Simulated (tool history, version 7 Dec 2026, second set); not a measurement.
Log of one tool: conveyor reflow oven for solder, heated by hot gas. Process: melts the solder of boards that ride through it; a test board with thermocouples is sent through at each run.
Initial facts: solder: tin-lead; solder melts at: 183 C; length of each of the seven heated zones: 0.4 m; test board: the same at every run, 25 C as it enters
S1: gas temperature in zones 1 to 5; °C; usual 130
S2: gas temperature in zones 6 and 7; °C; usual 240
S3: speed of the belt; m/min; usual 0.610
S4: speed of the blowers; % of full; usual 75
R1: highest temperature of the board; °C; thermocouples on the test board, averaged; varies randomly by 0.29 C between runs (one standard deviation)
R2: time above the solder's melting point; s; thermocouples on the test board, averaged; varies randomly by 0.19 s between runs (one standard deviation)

| run | hour | S1 | S2 | S3 | S4 | R1 | R2 |
|---|---|---|---|---|---|---|---|
| 1 | 0.0 | 130 | 240 | 0.610 | 75 | 222.3 | 60.6 |
| 2 | 31.9 | 130 | 240 | 0.610 | 75 | 222.2 | 60.5 |
| 3 | 60.2 | 130 | 240 | 0.610 | 75 | 221.8 | 60.6 |
| 4 | 85.3 | 130 | 240 | 0.610 | 75 | 221.8 | 60.8 |
|  | 92.3 | belt drive overhauled, speed set with a stopwatch |
| 5 | 122.1 | 130 | 240 | 0.610 | 75 | 221.6 | 60.8 |
| 6 | 158.2 | 130 | 240 | 0.610 | 75 | 221.8 | 60.6 |
| 7 | 191.1 | 130 | 251 | 0.645 | 75 | 229.3 | 61.8 |
| 8 | 229.1 | 139 | 248 | 0.610 | 65 | 227.5 | 67.0 |
|  | 241.7 | belt drive overhauled, speed set with a stopwatch, once more |
| 9 | 262.1 | 139 | 248 | 0.610 | 65 | 226.5 | 65.6 |
| 10 | 277.8 | 135 | 248 | 0.603 | 85 | 230.9 | 68.0 |
|  | 282.6 | thermocouples of zones 6 and 7 changed |
| 11 | 296.0 | 135 | 248 | 0.603 | 85 | 232.7 | 68.5 |

Consider 3 possible next runs. They are alternatives, not a sequence: every one starts from the tool as it was left by run 11. What does each give?
| A | 321.5 | 119 | 248 | 0.704 | 53 | ? | ? |
| B | 321.5 | 140 | 248 | 0.603 | 85 | ? | ? |
| C | 321.5 | 129 | 240 | 0.610 | 75 | ? | ? |

| run | R1 | R2 |
|---|---|---|
| A | 213.1 | 40.8 |
| B | 233.2 | 70.6 |
| C | 221.5 | 59.7 |
Stripped of hidden state, with their random variation kept, the same runs would have yielded:
| run | R1 | R2 |
|---|---|---|
| A | 215.0 | 42.5 |
| B | 234.9 | 71.4 |
| C | 223.2 | 61.1 |
